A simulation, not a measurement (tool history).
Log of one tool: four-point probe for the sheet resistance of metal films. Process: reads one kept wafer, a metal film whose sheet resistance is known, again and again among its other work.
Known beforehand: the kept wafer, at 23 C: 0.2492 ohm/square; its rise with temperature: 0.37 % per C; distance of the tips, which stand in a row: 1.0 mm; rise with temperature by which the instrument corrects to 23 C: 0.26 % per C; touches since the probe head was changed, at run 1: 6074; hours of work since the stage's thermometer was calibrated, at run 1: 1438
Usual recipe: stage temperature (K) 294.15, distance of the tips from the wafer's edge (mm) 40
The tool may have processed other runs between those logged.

| run | day | stage temperature (K) | distance of the tips from the wafer's edge (mm) | touches since the probe head was changed | hours of work since the stage's thermometer was calibrated | sheet resistance as the instrument gives it (ohm/square) |
|---|---|---|---|---|---|---|
| 1 | 0 | 294.15 | 40 | 6074 | 1438 | 0.249088 |
| 2 | 5.654 | 294.15 | 40 | 7267 | 1498 | 0.249134 |
| 3 | 11.225 | 294.15 | 40 | 8442 | 1556 | 0.249245 |
| 4 | 16.7 | 294.15 | 40 | 9598 | 1614 | 0.249295 |
| 5 | 20.592 | 294.15 | 40 | 10420 | 1655 | 0.249274 |
| 6 | 25.867 | 294.15 | 40 | 11533 | 1710 | 0.249364 |
|  | 30.529 | stage's thermometer calibrated |
| 7 | 31.2 | 294.15 | 40 | 12653 | 7 | 0.248851 |
| 8 | 36.142 | 294.15 | 40 | 13697 | 59 | 0.248847 |
| 9 | 39.883 | 294.15 | 51 | 14487 | 98 | 0.248874 |
| 10 | 42.95 | 294.15 | 51 | 15133 | 130 | 0.248905 |
| 11 | 45.35 | 294.15 | 40 | 15640 | 156 | 0.248959 |
| 12 | 47.958 | 294.15 | 40 | 16191 | 183 | 0.24898 |
| 13 | 51.775 | 294.15 | 27 | 16996 | 223 | 0.24911 |
| 14 | 56.692 | 292.15 | 3 | 18034 | 275 | 0.262281 |
| 15 | 62.367 | 293.15 | 3 | 19231 | 334 | 0.262647 |
| 16 | 65.133 | 293.15 | 3 | 19815 | 364 | 0.262674 |
| 17 | 69.633 | 293.15 | 5 | 20765 | 411 | 0.254029 |
| 18 | 72.942 | 293.15 | 28 | 21464 | 446 | 0.249023 |
| 19 | 78.396 | 304.15 | 68 | 22614 | 503 | 0.251828 |
| 20 | 82.125 | 300.15 | 14 | 23401 | 542 | 0.251376 |
| 21 | 86.912 | 300.15 | 41 | 24412 | 592 | 0.250972 |
| 22 | 90.717 | 307.15 | 14 | 25214 | 632 | 0.253411 |
| 23 | 94.112 | 307.15 | 14 | 25931 | 668 | 0.253456 |
| 24 | 99.35 | 305.15 | 14 | 27036 | 723 | 0.252947 |
| 25 | 101.938 | 305.15 | 14 | 27583 | 750 | 0.252938 |

4 options for the next run, each taken on its own from the tool as it stands now. Forecast them:
| A | 104.408 | 306.15 | 43 | 28104 | 776 | ? |
| B | 104.408 | 300.15 | 14 | 28104 | 776 | ? |
| C | 104.408 | 302.15 | 22 | 28104 | 776 | ? |
| D | 104.408 | 301.15 | 14 | 28104 | 776 | ? |

| run | sheet resistance as the instrument gives it (ohm/square) |
|---|---|
| A | 0.252538 |
| B | 0.251655 |
| C | 0.251748 |
| D | 0.251859 |
Had the tool no hidden state, the same runs would have come out as:
| run | sheet resistance as the instrument gives it (ohm/square) |
|---|---|
| A | 0.251909 |
| B | 0.251023 |
| C | 0.251118 |
| D | 0.251228 |
